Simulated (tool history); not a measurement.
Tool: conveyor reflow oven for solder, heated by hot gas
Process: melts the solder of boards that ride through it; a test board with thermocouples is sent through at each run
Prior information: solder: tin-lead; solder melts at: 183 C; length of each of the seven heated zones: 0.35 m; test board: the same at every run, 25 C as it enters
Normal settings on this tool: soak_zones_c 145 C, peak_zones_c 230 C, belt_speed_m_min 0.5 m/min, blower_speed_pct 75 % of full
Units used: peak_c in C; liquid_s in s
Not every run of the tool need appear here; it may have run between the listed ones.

run    hour  soak_zones_c  peak_zones_c  belt_speed_m_min  blower_speed_pct  peak_c  liquid_s
  1       0           145           230               0.5                75     217      64.9
  2    59.7           145           230               0.5                75   216.9      65.6
  3   108.9           145           230               0.5                75   216.6      65.3
  4   141.5           145           230               0.5                75   216.8      65.5
      180.8  -- thermocouples of zones 6 and 7 changed
  5   201.5           145           230               0.5                75   216.6      65.5
  6   229.3           145           230               0.5                75   216.5      65.4
  7   270.5           145           230               0.5                75   216.8      64.9
  8   298.7           155           230               0.5                75   217.8        71
  9   350.7           155           230               0.5                75   218.1      71.7
 10   396.6           145           228               0.5                75   214.4      63.7
 11   433.2           145           228             0.498                75   214.4      64.4
 12   470.3           145           228             0.498                75   215.1      64.8
 13   523.7           145           228             0.498                75   215.1      64.2
 14   579.8           145           230               0.5                75     216      65.1
 15   613.5           145           230               0.5                75   216.5        65
 16   647.1           145           230             0.567                75   212.6      54.2
      692.5  -- flux residue cleaned out of gas plates and filters
 17   692.5           154           227             0.543                53   209.3      55.7
 18     719           155           227             0.543                53   209.7      56.8
 19   775.4           139           236             0.411                73   225.5      85.8
      801.3  -- belt drive overhauled, speed set with a stopwatch
 20   830.1           139           236             0.411                73   226.3      86.6
 21   863.4           139           236             0.411                73   225.6      86.1
 22   899.7           139           236             0.411                88   227.5      87.1
 23   955.1           139           236             0.426                66   223.5      80.2
 24  1013.7           139           236             0.426                66   223.8      80.8
 25  1052.4           146           230             0.509                54   211.8        59

The next listed run, before its measurement:
 26  1098.7           146           230             0.509                54       ?         ?

{"run 26": {"peak_c": 211.3, "liquid_s": 59.7}}
Minus the tool's unlogged condition, the same run would have read peak_c 211.4 C, liquid_s 59.7 s.

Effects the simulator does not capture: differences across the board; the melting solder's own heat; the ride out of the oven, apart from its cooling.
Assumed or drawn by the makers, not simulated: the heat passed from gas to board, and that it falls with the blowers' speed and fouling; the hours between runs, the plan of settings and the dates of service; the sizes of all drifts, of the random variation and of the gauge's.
